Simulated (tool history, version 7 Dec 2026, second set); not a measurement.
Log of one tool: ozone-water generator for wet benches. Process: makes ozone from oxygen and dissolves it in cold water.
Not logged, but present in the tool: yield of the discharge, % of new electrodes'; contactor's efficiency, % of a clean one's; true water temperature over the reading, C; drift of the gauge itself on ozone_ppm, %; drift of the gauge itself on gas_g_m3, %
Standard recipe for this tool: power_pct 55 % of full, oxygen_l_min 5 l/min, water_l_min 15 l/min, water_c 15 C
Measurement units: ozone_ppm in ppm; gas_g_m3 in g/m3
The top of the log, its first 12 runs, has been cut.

run	hour	power_pct	oxygen_l_min	water_l_min	water_c	hours of work since the electrodes were changed	hours of work since the contactor was cleaned	hours of work since the thermometer was calibrated	ozone_ppm	gas_g_m3
13	770.5	55	5	15	10	1843	2037	2619	19.4	143.2
14	845.2	55	5	15	10	1901	2095	2677	19.5	143.5
# hour 851.6: water thermometer calibrated
15	893.2	76	5	15	10	1937	2131	32	25.7	185.2
16	934.3	76	5	15	10	1969	2163	64	25.6	182.9
17	1018.4	55	5	11	15	2034	2228	129	22.5	141.9
18	1095.6	60	7.52	14	22	2094	2288	189	16.7	122.2
19	1185.2	90	5	15	15	2163	2358	258	26.8	210
20	1222.8	90	5	15	15	2193	2387	287	26.4	209.9
21	1294.3	46	5	15	15	2248	2442	343	15.5	122.5
# hour 1309: water thermometer calibrated, once more
22	1375.2	46	5	15	15	2310	2504	51	15.8	121.6
23	1462.5	46	5	15	15	2378	2572	119	15.6	121.8
24	1542.8	69	5.77	19	23	2440	2634	181	15.3	155.8
25	1612.6	44	3.5	15	15	2494	2688	235	15	144.3
26	1672.5	69	3.5	21	8	2540	2735	281	16.5	207.4
27	1757.4	45	5	15	15	2606	2800	347	15	119.8
28	1807.6	56	4.35	23	9	2645	2839	386	13	155.2
29	1896	73	4.35	23	16	2714	2908	455	15.1	191.5
30	1961.8	55	5.92	21	15	2765	2959	506	13.1	127.3
# hour 2013.1: contactor cleaned
31	2036.4	60	2.93	14	16	2819	18	560	20.7	203.4
32	2093.6	86	5	15	15	2863	62	604	26.7	198.6
33	2173.2	51	2.51	12	11	2925	124	666	21.9	195

Each row is a separate what-if for the run after 33, all from the same tool condition, not one after another. Results?
A	2258.2	55	5	12	10	2991	190	732	?	?
B	2258.2	51	6.6	12	11	2991	190	732	?	?
C	2258.2	55	5	22	8	2991	190	732	?	?

run	ozone_ppm	gas_g_m3
A	23.9	138.3
B	21.3	112.9
C	14.5	139.3
With the hidden condition removed and each run's random variation left untouched, the same runs would have given:
run	ozone_ppm	gas_g_m3
A	25.5	146.7
B	22.6	119.2
C	15.5	147.6
